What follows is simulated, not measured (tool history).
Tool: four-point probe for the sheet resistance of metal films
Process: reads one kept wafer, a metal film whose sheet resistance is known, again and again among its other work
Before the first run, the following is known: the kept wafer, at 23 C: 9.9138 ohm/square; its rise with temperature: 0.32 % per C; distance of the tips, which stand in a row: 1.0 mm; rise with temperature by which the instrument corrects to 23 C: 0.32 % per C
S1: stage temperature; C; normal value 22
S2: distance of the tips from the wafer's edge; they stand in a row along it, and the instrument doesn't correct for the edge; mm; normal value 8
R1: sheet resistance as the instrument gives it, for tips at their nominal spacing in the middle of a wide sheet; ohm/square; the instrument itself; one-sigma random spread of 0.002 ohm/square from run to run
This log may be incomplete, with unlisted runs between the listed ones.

| run | day | S1 | S2 | R1 |
|---|---|---|---|---|
| 1 | 0 | 22 | 8 | 9.955371 |
| 2 | 0.458 | 22 | 8 | 9.957196 |
| 3 | 0.738 | 22 | 8 | 9.953903 |
| 4 | 1.246 | 31 | 8 | 9.951357 |
| 5 | 1.746 | 31 | 8 | 9.949802 |
| 6 | 2.162 | 22 | 13 | 9.901744 |
| 7 | 2.662 | 22 | 8 | 9.951613 |
| 8 | 2.975 | 30 | 8 | 9.9514 |
| 9 | 3.538 | 22 | 8 | 9.952042 |
| 10 | 4.046 | 22 | 8 | 9.952961 |
| 11 | 4.646 | 22 | 8 | 9.951418 |
| 12 | 4.979 | 22 | 8 | 9.954323 |
| 13 | 5.458 | 22 | 8 | 9.953941 |
| 14 | 6.033 | 22 | 8 | 9.950828 |
| 15 | 6.342 | 22 | 8 | 9.954144 |
| 16 | 6.892 | 22 | 8 | 9.95152 |
| 17 | 7.262 | 22 | 8 | 9.950595 |
| 18 | 7.867 | 30 | 8 | 9.948934 |
| 19 | 8.471 | 30 | 8 | 9.952595 |
| 20 | 8.917 | 20 | 8 | 9.95324 |
| 21 | 9.517 | 32 | 40 | 9.867386 |
| 22 | 10.142 | 32 | 40 | 9.871702 |
| 23 | 10.533 | 21 | 11 | 9.910504 |
| 24 | 10.829 | 21 | 4 | 10.185736 |
| 25 | 11.304 | 21 | 4 | 10.191411 |
| 26 | 11.571 | 22 | 4 | 10.185431 |
| 27 | 12.008 | 22 | 4 | 10.187531 |
| 28 | 12.562 | 21 | 18 | 9.883702 |
| 29 | 13.029 | 21 | 18 | 9.883386 |
| 30 | 13.629 | 27 | 3 | 10.418629 |
| 31 | 13.975 | 27 | 3 | 10.420249 |
| 32 | 14.279 | 27 | 3 | 10.416548 |
| 33 | 14.683 | 22 | 3 | 10.419393 |
| 34 | 15.292 | 22 | 3 | 10.421166 |
| 35 | 15.633 | 30 | 8 | 9.940269 |
| 36 | 16.262 | 27 | 8 | 9.942067 |

Consider 4 possible next runs. They are alternatives, not a sequence: every one starts from the tool as it was left by run 36. What does each give?
| A | 16.846 | 30 | 53 | ? |
| B | 16.846 | 19 | 59 | ? |
| C | 16.846 | 20 | 21 | ? |
| D | 16.846 | 18 | 24 | ? |

| run | R1 |
|---|---|
| A | 9.860932 |
| B | 9.865333 |
| C | 9.877493 |
| D | 9.876096 |
What these runs would have given with no unlogged condition in the tool:
| run | R1 |
|---|---|
| A | 9.910977 |
| B | 9.915989 |
| C | 9.928154 |
| D | 9.926861 |

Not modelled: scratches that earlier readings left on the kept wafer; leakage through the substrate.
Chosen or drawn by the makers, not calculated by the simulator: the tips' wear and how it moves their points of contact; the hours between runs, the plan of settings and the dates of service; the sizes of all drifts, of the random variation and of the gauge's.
